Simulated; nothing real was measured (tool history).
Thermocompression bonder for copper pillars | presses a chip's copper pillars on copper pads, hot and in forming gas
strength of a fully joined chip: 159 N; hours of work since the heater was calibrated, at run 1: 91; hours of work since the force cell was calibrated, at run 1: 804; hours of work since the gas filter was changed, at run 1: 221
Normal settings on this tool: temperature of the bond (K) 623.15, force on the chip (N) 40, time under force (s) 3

run,hour,temperature of the bond (K),force on the chip (N),time under force (s),hours of work since the heater was calibrated,hours of work since the force cell was calibrated,hours of work since the gas filter was changed,force that shears a chip off (N)
1,0,623.15,40,3,91,804,221,73.7
2,42.9,623.15,40,3,125,838,255,72.3
3,84.4,623.15,40,3,158,871,287,72.6
4,135.7,623.15,40,3,198,912,328,72.3
5,181.2,623.15,40,3,234,948,364,71.6
# hour 213.7: force cell calibrated
6,236.8,623.15,40,4,277,18,407,76.8
7,283.8,623.15,40,4,314,56,444,76.3
8,317.1,623.15,40,4,341,82,470,74.3
# hour 331.9: forming gas filter changed
9,371.7,623.15,40,3,383,125,32,69.8
10,414.2,623.15,40,3,417,158,65,69.7
11,452.7,623.15,40,3,447,189,96,69.7
12,508.9,620.15,40,3,492,233,140,66.5
# hour 571.3: force cell calibrated, once more
13,571.8,620.15,40,3,541,0,189,68.4
14,613.3,628.15,46,2,573,33,221,71.4
15,638,599.15,27,5,593,53,241,48.7
16,685.8,612.15,42,3,631,91,279,63.9
17,735.6,636.15,59,3,670,130,318,99.9
18,793.8,636.15,59,3,716,176,364,99.9
19,835.2,636.15,59,3,749,209,397,99.1
20,891.9,644.15,46,3,794,254,442,93
21,919.6,644.15,30,3,816,276,464,74.1
# hour 940.9: forming gas filter changed
22,952,612.15,30,3,841,301,9,50.7
23,982.1,623.15,32,6,865,325,33,78
24,1026.4,623.15,32,6,900,360,68,78.4
25,1056.4,607.15,27,3,924,383,91,43.2
26,1111.1,623.15,40,6,967,427,135,87.5

What if the next run were any one of these 3? Each begins from the tool's condition after run 26:
A,1153.3,623.15,48,3,1000,460,168,?
B,1153.3,652.15,40,3,1000,460,168,?
C,1153.3,607.15,48,2,1000,460,168,?

run,force that shears a chip off (N)
A,75.2
B,93.1
C,52.4
Stripped of hidden state, with their random variation kept, the same runs would have yielded:
run,force that shears a chip off (N)
A,85.7
B,103.6
C,61.1

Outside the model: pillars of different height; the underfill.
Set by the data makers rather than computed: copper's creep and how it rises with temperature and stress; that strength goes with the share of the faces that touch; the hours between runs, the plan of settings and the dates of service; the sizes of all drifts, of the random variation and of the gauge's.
